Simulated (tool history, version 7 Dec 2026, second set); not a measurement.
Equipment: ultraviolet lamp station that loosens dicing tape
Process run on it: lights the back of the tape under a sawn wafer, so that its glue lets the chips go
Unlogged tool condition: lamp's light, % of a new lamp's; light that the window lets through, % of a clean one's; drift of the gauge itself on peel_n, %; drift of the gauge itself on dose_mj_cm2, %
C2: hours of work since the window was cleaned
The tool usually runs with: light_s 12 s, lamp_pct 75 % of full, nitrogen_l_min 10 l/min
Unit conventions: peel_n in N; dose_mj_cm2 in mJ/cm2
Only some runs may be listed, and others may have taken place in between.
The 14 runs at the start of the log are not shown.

{"run": 15, "hour": 185.5, "light_s": 12, "lamp_pct": 75, "nitrogen_l_min": 10, "hours of work of the lamp": 484, "C2": 113, "peel_n": 0.584, "dose_mj_cm2": 454}
{"run": 16, "hour": 202.2, "light_s": 14, "lamp_pct": 75, "nitrogen_l_min": 10, "hours of work of the lamp": 493, "C2": 122, "peel_n": 0.47, "dose_mj_cm2": 532}
{"run": 17, "hour": 213.7, "light_s": 12, "lamp_pct": 75, "nitrogen_l_min": 10, "hours of work of the lamp": 499, "C2": 128, "peel_n": 0.592, "dose_mj_cm2": 455}
{"run": 18, "hour": 227.8, "light_s": 10, "lamp_pct": 75, "nitrogen_l_min": 3, "hours of work of the lamp": 507, "C2": 135, "peel_n": 1.095, "dose_mj_cm2": 371}
{"run": 19, "hour": 242.8, "light_s": 10, "lamp_pct": 75, "nitrogen_l_min": 3, "hours of work of the lamp": 515, "C2": 143, "peel_n": 1.099, "dose_mj_cm2": 369}
{"run": 20, "hour": 258.5, "light_s": 10, "lamp_pct": 75, "nitrogen_l_min": 3, "hours of work of the lamp": 523, "C2": 152, "peel_n": 1.071, "dose_mj_cm2": 367}
{"run": 21, "hour": 266.5, "light_s": 23, "lamp_pct": 75, "nitrogen_l_min": 16, "hours of work of the lamp": 528, "C2": 156, "peel_n": 0.24, "dose_mj_cm2": 846}
{"run": 22, "hour": 282.8, "light_s": 12, "lamp_pct": 99, "nitrogen_l_min": 12, "hours of work of the lamp": 536, "C2": 165, "peel_n": 0.403, "dose_mj_cm2": 582}
{"run": 23, "hour": 290.9, "light_s": 12, "lamp_pct": 87, "nitrogen_l_min": 9, "hours of work of the lamp": 541, "C2": 169, "peel_n": 0.503, "dose_mj_cm2": 512}
{"run": 24, "hour": 299.6, "light_s": 12, "lamp_pct": 87, "nitrogen_l_min": 9, "hours of work of the lamp": 545, "C2": 174, "peel_n": 0.515, "dose_mj_cm2": 506}
{"run": 25, "hour": 316.0, "light_s": 20, "lamp_pct": 95, "nitrogen_l_min": 6, "hours of work of the lamp": 554, "C2": 183, "peel_n": 0.274, "dose_mj_cm2": 920}
{"run": 26, "hour": 324.5, "light_s": 12, "lamp_pct": 75, "nitrogen_l_min": 9, "hours of work of the lamp": 559, "C2": 187, "peel_n": 0.642, "dose_mj_cm2": 435}
{"run": 27, "hour": 336.4, "light_s": 24, "lamp_pct": 75, "nitrogen_l_min": 10, "hours of work of the lamp": 565, "C2": 194, "peel_n": 0.265, "dose_mj_cm2": 860}
{"run": 28, "hour": 350.2, "light_s": 10, "lamp_pct": 79, "nitrogen_l_min": 8, "hours of work of the lamp": 572, "C2": 201, "peel_n": 0.776, "dose_mj_cm2": 377}
{"run": 29, "hour": 366.9, "light_s": 13, "lamp_pct": 71, "nitrogen_l_min": 8, "hours of work of the lamp": 581, "C2": 210, "peel_n": 0.674, "dose_mj_cm2": 433}
{"run": 30, "hour": 384.1, "light_s": 9, "lamp_pct": 84, "nitrogen_l_min": 4, "hours of work of the lamp": 591, "C2": 219, "peel_n": 1.026, "dose_mj_cm2": 358}
{"run": 31, "hour": 395.3, "light_s": 13, "lamp_pct": 89, "nitrogen_l_min": 4, "hours of work of the lamp": 597, "C2": 225, "peel_n": 0.596, "dose_mj_cm2": 542}
{"run": 32, "hour": 411.8, "light_s": 12, "lamp_pct": 75, "nitrogen_l_min": 16, "hours of work of the lamp": 605, "C2": 234, "peel_n": 0.584, "dose_mj_cm2": 421}
{"run": 33, "hour": 424.5, "light_s": 12, "lamp_pct": 75, "nitrogen_l_min": 16, "hours of work of the lamp": 612, "C2": 241, "peel_n": 0.577, "dose_mj_cm2": 420}
{"run": 34, "hour": 442.2, "light_s": 10, "lamp_pct": 63, "nitrogen_l_min": 3, "hours of work of the lamp": 622, "C2": 250, "peel_n": 1.3, "dose_mj_cm2": 290}

Branching from run 34: 5 alternative next runs. What would each branch give?
{"run": "A", "hour": 460.6, "light_s": 11, "lamp_pct": 77, "nitrogen_l_min": 10, "hours of work of the lamp": 632, "C2": 260, "peel_n": "?", "dose_mj_cm2": "?"}
{"run": "B", "hour": 460.6, "light_s": 15, "lamp_pct": 72, "nitrogen_l_min": 13, "hours of work of the lamp": 632, "C2": 260, "peel_n": "?", "dose_mj_cm2": "?"}
{"run": "C", "hour": 460.6, "light_s": 17, "lamp_pct": 75, "nitrogen_l_min": 18, "hours of work of the lamp": 632, "C2": 260, "peel_n": "?", "dose_mj_cm2": "?"}
{"run": "D", "hour": 460.6, "light_s": 7, "lamp_pct": 60, "nitrogen_l_min": 5, "hours of work of the lamp": 632, "C2": 260, "peel_n": "?", "dose_mj_cm2": "?"}
{"run": "E", "hour": 460.6, "light_s": 11, "lamp_pct": 76, "nitrogen_l_min": 7, "hours of work of the lamp": 632, "C2": 260, "peel_n": "?", "dose_mj_cm2": "?"}

run=A peel_n=0.738 dose_mj_cm2=394
run=B peel_n=0.488 dose_mj_cm2=504
run=C peel_n=0.364 dose_mj_cm2=588
run=D peel_n=1.641 dose_mj_cm2=198
run=E peel_n=0.795 dose_mj_cm2=390
With no hidden state in the tool, these same runs would have given:
run=A peel_n=0.519 dose_mj_cm2=508
run=B peel_n=0.345 dose_mj_cm2=649
run=C peel_n=0.273 dose_mj_cm2=758
run=D peel_n=1.348 dose_mj_cm2=254
run=E peel_n=0.566 dose_mj_cm2=503
